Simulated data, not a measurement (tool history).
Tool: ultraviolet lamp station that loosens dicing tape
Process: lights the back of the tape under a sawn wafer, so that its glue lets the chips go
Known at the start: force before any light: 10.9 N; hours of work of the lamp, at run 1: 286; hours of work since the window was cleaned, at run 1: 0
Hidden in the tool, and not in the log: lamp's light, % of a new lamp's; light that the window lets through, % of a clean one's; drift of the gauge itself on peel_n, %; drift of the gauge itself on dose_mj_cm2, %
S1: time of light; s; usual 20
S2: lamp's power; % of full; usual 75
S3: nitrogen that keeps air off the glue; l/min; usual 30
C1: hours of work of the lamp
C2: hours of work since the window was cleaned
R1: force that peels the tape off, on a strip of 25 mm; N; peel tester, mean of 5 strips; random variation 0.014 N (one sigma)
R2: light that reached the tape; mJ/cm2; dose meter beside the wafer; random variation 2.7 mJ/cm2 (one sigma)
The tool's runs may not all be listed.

run   hour  S1  S2  S3   C1   C2     R1   R2
  1    0.0  20  75  30  286    0  0.787  347
  2   30.6  20  75  30  301   16  0.777  347
  3   52.4  13  75  30  312   27  1.811  219
  4   74.2  13  75  30  323   38  1.851  225
  5   91.7  20  75  30  332   47  0.807  341
  6  114.2  20  75  30  344   58  0.857  341
  7  136.6  20  64  30  355   70  1.235  291
  8  169.5  20  64  30  372   87  1.153  290
  9  198.4  20  64  30  387  102  1.199  289
 10  212.9  20  64  30  395  109  1.243  284
 11  240.7  20  77  30  409  123  0.834  335
 12  264.9  20  77  30  421  136  0.820  340
 13  286.9  20  77  30  432  147  0.840  340
 14  319.7  20  65  30  449  164  1.238  283
 15  342.8  20  65  34  461  176  1.154  277
 16  368.6  20  65  34  474  189  1.224  277
 17  392.7  20  65  34  487  201  1.219  280
 18  409.9  38  65  34  495  210  0.313  528
 19  439.1  11  75  30  510  225  2.613  172
 20  472.3  20  63  30  527  242  1.372  261
 21  489.6  20  63  30  536  251  1.321  263
 22  510.8  20  95  30  547  262  0.590  400
     513.5  -- window cleaned of glue's vapour
 23  541.1  36  69  10  562   14  0.715  510
 24  565.6  12  99  11  575   27  2.650  246
 25  582.4  19  99  14  583   35  1.033  382
 26  613.3  20  84  28  599   51  0.824  343
 27  639.7  11  73  40  613   65  2.719  167
     664.8  -- window cleaned of glue's vapour, once more
 28  670.7  20  75  47  628    3  0.762  318
 29  686.2  11  73  30  636   11  2.671  166
 30  700.6  38  69  30  644   18  0.307  547
 31  721.2  38  69  30  654   29  0.326  546
 32  750.2  38  69  30  669   44  0.336  544
 33  771.4  27  63  30  680   55  0.803  355
 34  790.8  38  83  30  690   65  0.255  643
 35  813.2  38  83  30  701   76  0.274  641
 36  834.7  38  83  30  712   87  0.252  644
 37  850.7  24  83  14  721   95  0.941  402
 38  869.9  17  85  32  730  105  1.142  290
 39  898.9  20  81  11  745  120  1.755  327
 40  925.2  20  81  11  759  133  1.650  323
 41  956.1  15  75  30  775  149  1.904  223
 42  969.9  21  75  54  782  156  0.739  309

Measured less the same run without the tool's hidden state. The same run-to-run variation is in both; the gauge's scatter may not be:
run      R1    R2
  1  +0.123   -28
  2  +0.129   -30
  3  +0.254   -21
  4  +0.272   -22
  5  +0.149   -34
  6  +0.165   -36
  7  +0.236   -31
  8  +0.233   -33
  9  +0.254   -36
 10  +0.267   -36
 11  +0.196   -45
 12  +0.200   -47
 13  +0.212   -49
 14  +0.309   -43
 15  +0.299   -44
 16  +0.328   -46
 17  +0.335   -47
 18  +0.061   -91
 19  +0.558   -32
 20  +0.396   -49
 21  +0.389   -51
 22  +0.186   -78
 23  +0.240  -107
 24  +0.676   -52
 25  +0.356   -85
 26  +0.298   -78
 27  +0.730   -38
 28  +0.238   -60
 29  +0.594   -33
 30  +0.064  -108
 31  +0.067  -111
 32  +0.073  -113
 33  +0.273   -76
 34  +0.033  -143
 35  +0.035  -145
 36  +0.035  -150
 37  +0.342   -95
 38  +0.419   -70
 39  +0.602   -81
 40  +0.581   -84
 41  +0.663   -60
 42  +0.297   -84
